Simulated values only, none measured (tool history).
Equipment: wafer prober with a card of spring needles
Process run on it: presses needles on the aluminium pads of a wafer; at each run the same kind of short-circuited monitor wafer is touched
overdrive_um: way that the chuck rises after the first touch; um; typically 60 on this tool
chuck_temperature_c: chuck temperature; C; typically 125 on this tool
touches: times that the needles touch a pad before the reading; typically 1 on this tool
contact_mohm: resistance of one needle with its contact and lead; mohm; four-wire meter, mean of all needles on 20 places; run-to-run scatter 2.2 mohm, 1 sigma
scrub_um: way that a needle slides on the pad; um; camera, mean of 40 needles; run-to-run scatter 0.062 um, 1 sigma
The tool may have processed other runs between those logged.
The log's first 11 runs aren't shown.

| run | hour | overdrive_um | chuck_temperature_c | touches | touches since the tips were cleaned | cleanings since the card got new needles | touches since the first contact's height was set | contact_mohm | scrub_um |
|---|---|---|---|---|---|---|---|---|---|
|  | 305.1 | tips cleaned on abrasive film |
| 12 | 309.4 | 45 | 125 | 1 | 1556 | 49 | 72665 | 250 | 11.03 |
|  | 328.6 | tips cleaned on abrasive film |
| 13 | 340.2 | 45 | 125 | 1 | 4149 | 50 | 83633 | 253 | 11.05 |
|  | 351 | tips cleaned on abrasive film |
| 14 | 372.1 | 45 | 125 | 1 | 7541 | 51 | 95007 | 252 | 10.87 |
|  | 374.5 | tips cleaned on abrasive film |
| 15 | 388.8 | 45 | 125 | 1 | 5118 | 52 | 100958 | 254 | 11.05 |
|  | 398.2 | tips cleaned on abrasive film |
| 16 | 408.5 | 45 | 125 | 1 | 3683 | 53 | 107993 | 252 | 10.98 |
|  | 421.4 | tips cleaned on abrasive film |
| 17 | 428.3 | 45 | 125 | 1 | 2472 | 54 | 115041 | 249 | 10.93 |
|  | 444.3 | tips cleaned on abrasive film |
| 18 | 454 | 64 | 92 | 2 | 3484 | 55 | 124193 | 238 | 15.66 |
|  | 467.8 | tips cleaned on abrasive film |
| 19 | 489.2 | 64 | 92 | 2 | 7669 | 56 | 136761 | 239 | 15.55 |
|  | 491.2 | tips cleaned on abrasive film |
|  | 514.8 | tips cleaned on abrasive film |
| 20 | 525.1 | 64 | 92 | 2 | 3716 | 58 | 149553 | 237 | 15.71 |
|  | 538.6 | tips cleaned on abrasive film |
| 21 | 552.7 | 63 | 62 | 2 | 5035 | 59 | 159386 | 228 | 15.38 |
|  | 560.8 | tips cleaned on abrasive film |
|  | 576 | height of the first contact set anew |
|  | 584.8 | tips cleaned on abrasive film |
| 22 | 585.4 | 64 | 74 | 2 | 234 | 61 | 3347 | 233 | 15.69 |
| 23 | 603.1 | 64 | 74 | 2 | 6580 | 61 | 9693 | 231 | 15.63 |
|  | 607.3 | tips cleaned on abrasive film |
|  | 629.9 | tips cleaned on abrasive film |
| 24 | 637.4 | 64 | 74 | 2 | 2661 | 63 | 21878 | 232 | 15.7 |
|  | 654.2 | tips cleaned on abrasive film |
| 25 | 669.1 | 64 | 74 | 2 | 5333 | 64 | 33179 | 236 | 15.55 |
|  | 676.8 | tips cleaned on abrasive film |
|  | 699.9 | tips cleaned on abrasive film |
| 26 | 699.9 | 72 | 125 | 1 | 0 | 66 | 44133 | 246 | 17.52 |
|  | 723 | tips cleaned on abrasive film |
| 27 | 730.3 | 44 | 101 | 1 | 2604 | 67 | 54997 | 250 | 10.8 |
|  | 745.9 | tips cleaned on abrasive film |
| 28 | 754.9 | 56 | 125 | 2 | 3197 | 68 | 63748 | 248 | 13.67 |
|  | 770 | tips cleaned on abrasive film |
|  | 793.1 | tips cleaned on abrasive film |
| 29 | 793.1 | 60 | 48 | 2 | 0 | 70 | 77370 | 227 | 14.61 |
|  | 817.6 | tips cleaned on abrasive film |
| 30 | 817.6 | 42 | 113 | 1 | 0 | 71 | 86108 | 250 | 10.2 |
|  | 841.3 | tips cleaned on abrasive film |
| 31 | 841.3 | 77 | 113 | 3 | 0 | 72 | 94539 | 239 | 18.86 |
|  | 863.6 | tips cleaned on abrasive film |
| 32 | 873.1 | 62 | 34 | 2 | 3397 | 73 | 105898 | 225 | 15.13 |
|  | 886.3 | tips cleaned on abrasive film |
| 33 | 896.4 | 43 | 34 | 3 | 3614 | 74 | 114190 | 235 | 10.47 |

What if the next run were any one of these 3? Each begins from the tool's condition after run 33:
|  | 908.5 | tips cleaned on abrasive film |
| A | 914.2 | 75 | 110 | 3 | 2031 | 75 | 120521 | ? | ? |
|  | 908.5 | tips cleaned on abrasive film |
| B | 914.2 | 70 | 67 | 1 | 2031 | 75 | 120521 | ? | ? |
|  | 908.5 | tips cleaned on abrasive film |
| C | 914.2 | 43 | 30 | 3 | 2031 | 75 | 120521 | ? | ? |

| run | contact_mohm | scrub_um |
|---|---|---|
| A | 240 | 18.26 |
| B | 232 | 17.06 |
| C | 231 | 10.49 |
Without the tool's unlogged condition, the same runs would have read:
| run | contact_mohm | scrub_um |
|---|---|---|
| A | 240 | 18.27 |
| B | 232 | 17.06 |
| C | 231 | 10.5 |
